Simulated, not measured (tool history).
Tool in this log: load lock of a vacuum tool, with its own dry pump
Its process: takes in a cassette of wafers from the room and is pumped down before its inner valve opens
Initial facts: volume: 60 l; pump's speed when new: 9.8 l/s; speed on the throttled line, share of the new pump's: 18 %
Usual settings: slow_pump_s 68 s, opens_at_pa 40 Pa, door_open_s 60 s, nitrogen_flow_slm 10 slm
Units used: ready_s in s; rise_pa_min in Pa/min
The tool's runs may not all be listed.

run     hour  slow_pump_s  opens_at_pa  door_open_s  nitrogen_flow_slm  incoming humidity of the room's air, %  ready_s  rise_pa_min
  1      0.0           68           40           60                 10                                    44.3    108.2        0.679
  2    643.9           68           40           60                 10                                    48.7    108.3        0.714
  3   1244.3           68           40           60                 13                                    44.4    108.9        0.729
  4   1744.0           68           40           60                 13                                    41.1    109.5        0.763
      2050.5  -- door's seal changed, seat wiped
  5   2248.5           68           40           60                 13                                    41.7    109.8        0.032
  6   2826.1           68           40           60                 13                                    45.1    110.4        0.041
  7   3447.1           68           40           60                 13                                    42.9    111.0        0.045
  8   3980.8           68           40           60                 20                                    42.9    110.1        0.048
  9   4583.1           68           40           60                 20                                    41.4    111.4        0.053
 10   4977.0           68           40           85                 20                                    44.7    111.7        0.071
 11   5475.2           68           40           85                 20                                    45.5    111.9        0.072
 12   5818.7           68           40           85                 20                                    45.2    111.4        0.081
 13   6333.7           68           40           85                 20                                    44.0    112.7        0.090
 14   6846.3           68           40           60                  7                                    46.3    113.2        0.098
      7300.4  -- dry pump taken out, an overhauled one fitted
 15   7410.1           68           40           60                 10                                    42.9    103.4        0.099
 16   7907.7           68           40           60                 10                                    45.4    103.5        0.109
 17   8511.7           68           40           60                 10                                    39.9    103.8        0.116
 18   9168.1           68           40           60                 10                                    47.1    104.0        0.136
 19   9703.5           68           40           60                 10                                    44.3    105.4        0.141
 20  10360.8           69           61           76                 18                                    46.8    103.6        0.160
 21  10722.8           68           36           60                 39                                    45.0    106.0        0.146
 22  11329.0           68           40           60                 15                                    43.7    105.6        0.168
 23  11909.2           68           40           60                 15                                    44.5    106.6        0.185
 24  12477.5           68           40           64                 15                                    43.9    106.2        0.199
 25  12830.6           68           58           34                 15                                    45.3    104.5        0.198
 26  13207.2           80           67           54                 19                                    44.6    113.4        0.213
 27  13687.3           84           37          203                 18                                    46.5    120.9        0.259
 28  14129.9           84           37          203                 18                                    44.7    121.3        0.261
 29  14420.5           96           44           49                 10                                    46.5    130.1        0.249
 30  15043.1          125           44           28                 10                                    44.5    154.0        0.260
 31  15449.9          125           44           28                 10                                    48.3    153.0        0.262
 32  16010.1           50           44           28                 10                                    47.3     94.5        0.285
 33  16600.7           50           44           28                 10                                    43.1     94.5        0.307
 34  17076.4           50           44           28                 10                                    45.8     95.2        0.314
 35  17665.3           44           78          172                 18                                    42.2     86.7        0.351
 36  17948.3          118           30          172                 18                                    45.9    151.8        0.372

Branching from run 36: 3 alternative next runs. What would each branch give?
  A  18480.7          121           48           58                 10                                    44.4        ?            ?
  B  18480.7          118           30           66                 18                                    40.6        ?            ?
  C  18480.7          133           40           60                 10                                    42.8        ?            ?

run  ready_s  rise_pa_min
  A    150.1        0.375
  B    152.3        0.368
  C    161.1        0.384
Without the tool's hidden state the same runs would have given:
run  ready_s  rise_pa_min
  A    145.3        0.038
  B    146.8        0.030
  C    156.7        0.037
